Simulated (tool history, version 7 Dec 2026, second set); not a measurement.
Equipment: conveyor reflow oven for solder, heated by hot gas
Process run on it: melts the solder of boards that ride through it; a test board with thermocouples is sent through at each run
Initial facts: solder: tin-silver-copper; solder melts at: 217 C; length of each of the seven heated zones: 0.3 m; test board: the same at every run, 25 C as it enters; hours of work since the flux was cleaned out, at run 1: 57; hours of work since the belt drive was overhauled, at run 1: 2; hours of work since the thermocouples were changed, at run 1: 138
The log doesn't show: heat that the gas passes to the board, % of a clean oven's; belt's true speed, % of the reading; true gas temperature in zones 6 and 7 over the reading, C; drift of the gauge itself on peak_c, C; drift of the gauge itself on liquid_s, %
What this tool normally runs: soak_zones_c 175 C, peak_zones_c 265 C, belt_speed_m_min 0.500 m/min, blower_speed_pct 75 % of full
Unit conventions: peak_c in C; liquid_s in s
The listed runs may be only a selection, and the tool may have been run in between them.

run   hour  soak_zones_c  peak_zones_c  belt_speed_m_min  blower_speed_pct  hours of work since the flux was cleaned out  hours of work since the belt drive was overhauled  hours of work since the thermocouples were changed  peak_c  liquid_s
  1    0.0           175           265             0.500                75                                            57                                                  2                                                 138   251.3      54.5
  2   23.9           175           265             0.500                75                                            71                                                 17                                                 153   251.7      54.4
  3   55.3           175           265             0.500                75                                            90                                                 36                                                 172   251.2      54.4
  4   76.4           175           265             0.500                75                                           103                                                 49                                                 185   250.9      54.1
  5  103.4           175           265             0.500                75                                           120                                                 65                                                 201   251.1      53.8
  6  129.1           175           265             0.500                75                                           135                                                 81                                                 217   251.0      53.5
  7  144.6           175           265             0.500                63                                           145                                                 90                                                 227   247.4      50.8
  8  162.3           175           265             0.500                63                                           156                                                101                                                 237   247.1      50.9
  9  195.1           175           265             0.500                75                                           176                                                121                                                 257   250.9      53.2
 10  217.4           175           265             0.500                75                                           189                                                135                                                 271   250.6      53.4
 11  250.8           175           265             0.500                75                                           210                                                155                                                 291   250.4      53.2
 12  268.9           175           265             0.570                75                                           221                                                166                                                 302   246.0      42.9
 13  291.0           175           265             0.570                75                                           234                                                180                                                 316   246.1      42.7
 14  309.3           175           265             0.500                75                                           245                                                191                                                 327   249.8      52.8
 15  337.4           175           265             0.500                75                                           263                                                208                                                 344   249.9      52.8
 16  363.3           178           272             0.572                56                                           278                                                224                                                 360   245.4      41.7
     369.4  -- belt drive overhauled, speed set with a stopwatch
 17  390.2           175           260             0.500                75                                           292                                                 13                                                 374   245.0      49.8
 18  406.1           178           257             0.457                75                                           302                                                 22                                                 384   244.9      56.7
     422.9  -- belt drive overhauled, speed set with a stopwatch, once more
 19  427.5           178           257             0.550                75                                           313                                                  3                                                 395   240.3      40.5
 20  442.0           178           257             0.550                75                                           322                                                 12                                                 403   239.8      40.6
 21  459.9           178           257             0.519                75                                           333                                                 23                                                 414   242.2      44.9
 22  474.0           178           257             0.519                75                                           341                                                 31                                                 423   241.5      44.7
 23  504.0           178           257             0.519                75                                           360                                                 50                                                 441   241.8      44.7
     541.2  -- flux residue cleaned out of gas plates and filters
 24  541.8           165           258             0.401                54                                             0                                                 70                                                 461   244.4      57.4
 25  558.9           174           258             0.401                54                                            11                                                 80                                                 472   245.0      62.1
 26  579.9           185           278             0.500                86                                            24                                                 93                                                 485   267.0      65.5
 27  610.0           185           278             0.500                86                                            42                                                111                                                 503   265.9      65.5
 28  624.7           175           274             0.437                75                                            51                                                120                                                 512   262.7      69.8
 29  645.2           182           274             0.437                65                                            64                                                133                                                 524   260.7      71.5
 30  668.5           186           258             0.577                62                                            78                                                147                                                 539   239.5      39.6

For some of the steps in peak_c from one run to the next: how much would appear even if the tool had no hidden state, given the settings, what came in and random variation, and how much remains for the hidden state plus any gauge scatter that the measured result and the result without hidden state don't share?
Run 11 -> 12: belt_speed_m_min 0.500 -> 0.570. peak_c -4.4 C: hidden state -0.3, all else -4.1.
Run 18 -> 19: belt_speed_m_min 0.457 -> 0.550, belt drive overhauled, speed set with a stopwatch, once more. peak_c -4.6 C: hidden state -0.7, all else -3.9.
Run 23 -> 24: soak_zones_c 178 -> 165, peak_zones_c 257 -> 258, belt_speed_m_min 0.519 -> 0.401, blower_speed_pct 75 -> 54, flux residue cleaned out of gas plates and filters. peak_c +2.6 C: hidden state +2.3, all else +0.3.
Run 25 -> 26: soak_zones_c 174 -> 185, peak_zones_c 258 -> 278, belt_speed_m_min 0.401 -> 0.500, blower_speed_pct 54 -> 86. peak_c +22.0 C: hidden state -0.2, all else +22.2.
Run 29 -> 30: soak_zones_c 182 -> 186, peak_zones_c 274 -> 258, belt_speed_m_min 0.437 -> 0.577, blower_speed_pct 65 -> 62. peak_c -21.2 C: hidden state +0.0, all else -21.2.
